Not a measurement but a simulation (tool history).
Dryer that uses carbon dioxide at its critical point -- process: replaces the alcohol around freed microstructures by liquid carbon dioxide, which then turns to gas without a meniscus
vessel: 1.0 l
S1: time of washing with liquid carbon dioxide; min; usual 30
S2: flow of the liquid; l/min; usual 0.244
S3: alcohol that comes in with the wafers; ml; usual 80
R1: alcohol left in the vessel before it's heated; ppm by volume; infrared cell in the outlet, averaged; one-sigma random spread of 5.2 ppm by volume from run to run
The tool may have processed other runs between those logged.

run,hour,S1,S2,S3,R1
1,0.0,30,0.244,80,155
2,9.0,30,0.244,80,142
3,14.4,30,0.244,80,165
4,19.2,34,0.244,80,83
5,27.4,30,0.244,80,161
6,34.9,30,0.244,80,145
7,39.8,25,0.244,80,393
8,44.1,25,0.244,80,400
9,51.2,25,0.244,80,392
10,56.5,30,0.244,80,163
11,63.8,30,0.244,80,180
12,70.4,30,0.244,80,174
13,77.6,30,0.244,80,178
14,83.9,30,0.244,80,182
15,89.2,30,0.244,80,186
16,95.0,30,0.244,33,106
17,100.6,30,0.244,52,142
18,106.7,30,0.244,57,154
19,113.3,30,0.146,80,1698
20,117.1,30,0.146,80,1724
21,122.4,30,0.146,80,1757
22,127.9,30,0.146,80,1750
23,133.8,30,0.146,80,1729
24,138.0,30,0.205,80,452
25,146.8,47,0.336,78,63
26,151.0,30,0.303,74,93
27,160.1,23,0.285,53,257
28,166.6,23,0.285,53,262
29,172.5,43,0.244,80,79
30,177.4,20,0.244,80,1269
31,184.8,20,0.244,80,1318
32,192.6,28,0.244,23,142
33,197.4,47,0.311,56,69
34,206.6,47,0.311,56,71
35,211.5,19,0.311,56,463
36,216.7,47,0.303,33,66
37,224.8,47,0.303,33,74
38,229.6,25,0.244,80,558
39,235.9,25,0.244,80,572
40,240.5,19,0.415,80,186
41,247.1,33,0.178,23,241
42,255.4,31,0.296,34,87
43,260.1,31,0.197,54,406
44,267.6,40,0.299,69,82
45,276.1,40,0.299,69,70
46,280.3,40,0.165,57,317
47,287.4,40,0.165,57,322

What if the next run were any one of these 3? Each begins from the tool's condition after run 47:
A,293.4,30,0.224,79,?
B,293.4,40,0.272,89,?
C,293.4,21,0.165,57,?

run,R1
A,392
B,84
C,3285
Without the tool's unlogged condition, the same runs would have read:
run,R1
A,159
B,4
C,2262
